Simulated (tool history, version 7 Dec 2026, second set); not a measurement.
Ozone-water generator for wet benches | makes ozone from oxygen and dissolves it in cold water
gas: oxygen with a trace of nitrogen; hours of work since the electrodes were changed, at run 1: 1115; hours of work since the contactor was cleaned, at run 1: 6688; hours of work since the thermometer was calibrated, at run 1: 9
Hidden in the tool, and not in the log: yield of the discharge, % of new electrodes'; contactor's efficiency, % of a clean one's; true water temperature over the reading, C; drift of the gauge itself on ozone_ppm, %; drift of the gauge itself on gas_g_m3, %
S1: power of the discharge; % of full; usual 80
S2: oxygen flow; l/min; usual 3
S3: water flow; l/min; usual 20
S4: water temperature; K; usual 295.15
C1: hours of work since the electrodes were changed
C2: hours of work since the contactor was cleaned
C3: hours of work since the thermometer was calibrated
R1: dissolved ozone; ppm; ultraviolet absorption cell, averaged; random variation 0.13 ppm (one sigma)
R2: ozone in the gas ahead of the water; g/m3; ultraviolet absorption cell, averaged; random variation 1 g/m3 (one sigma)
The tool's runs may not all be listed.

run 1 hour=0 | S1=80 S2=3 S3=20 S4=295.15 | C1=1115 C2=6688 C3=9 | R1=12.7 R2=172.6
run 2 hour=26.6 | S1=80 S2=3 S3=20 S4=295.15 | C1=1136 C2=6709 C3=29 | R1=12.6 R2=173.5
run 3 hour=66.6 | S1=80 S2=4.66 S3=20 S4=295.15 | C1=1167 C2=6740 C3=60 | R1=12.5 R2=130.4
run 4 hour=119.3 | S1=80 S2=3 S3=20 S4=291.15 | C1=1208 C2=6781 C3=101 | R1=13.2 R2=174.8
run 5 hour=158.1 | S1=80 S2=3 S3=20 S4=291.15 | C1=1238 C2=6811 C3=131 | R1=13.3 R2=173.9
run 6 hour=185.7 | S1=80 S2=3 S3=20 S4=291.15 | C1=1259 C2=6832 C3=153 | R1=13 R2=172.7
run 7 hour=226.8 | S1=80 S2=3 S3=20 S4=291.15 | C1=1291 C2=6864 C3=184 | R1=13.2 R2=172.9
run 8 hour=251.2 | S1=80 S2=3 S3=20 S4=291.15 | C1=1310 C2=6883 C3=203 | R1=13.3 R2=172.1
run 9 hour=295.7 | S1=80 S2=4.98 S3=20 S4=291.15 | C1=1345 C2=6917 C3=238 | R1=13.2 R2=125.7
run 10 hour=334.2 | S1=82 S2=2.14 S3=15 S4=291.15 | C1=1374 C2=6947 C3=268 | R1=17.4 R2=217.7
run 11 hour=390.8 | S1=80 S2=3 S3=19 S4=295.15 | C1=1418 C2=6991 C3=312 | R1=13.3 R2=172.2
run 12 hour=414.1 | S1=80 S2=3 S3=23 S4=295.15 | C1=1436 C2=7009 C3=330 | R1=10.7 R2=174.3
run 13 hour=450.9 | S1=80 S2=4.99 S3=20 S4=294.15 | C1=1465 C2=7038 C3=358 | R1=12.4 R2=125.9
run 14 hour=498.8 | S1=80 S2=2.67 S3=20 S4=295.15 | C1=1502 C2=7075 C3=395 | R1=12.5 R2=187.3
run 15 hour=536.3 | S1=42 S2=3 S3=20 S4=298.15 | C1=1531 C2=7104 C3=424 | R1=8.6 R2=123.3

3 ways to go on from here, each from the tool as it stands after run 15. What would each give?
run A hour=589.5 | S1=81 S2=3 S3=20 S4=298.15 | C1=1572 C2=7145 C3=466 | R1=? R2=?
run B hour=589.5 | S1=80 S2=5.33 S3=20 S4=298.15 | C1=1572 C2=7145 C3=466 | R1=? R2=?
run C hour=589.5 | S1=57 S2=3 S3=21 S4=293.15 | C1=1572 C2=7145 C3=466 | R1=? R2=?

run=A R1=12 R2=173.5
run=B R1=11.7 R2=120.8
run=C R1=10.1 R2=145.2
Without the tool's hidden state the same runs would have given:
run=A R1=12 R2=173.5
run=B R1=11.7 R2=120.8
run=C R1=10.1 R2=145.3
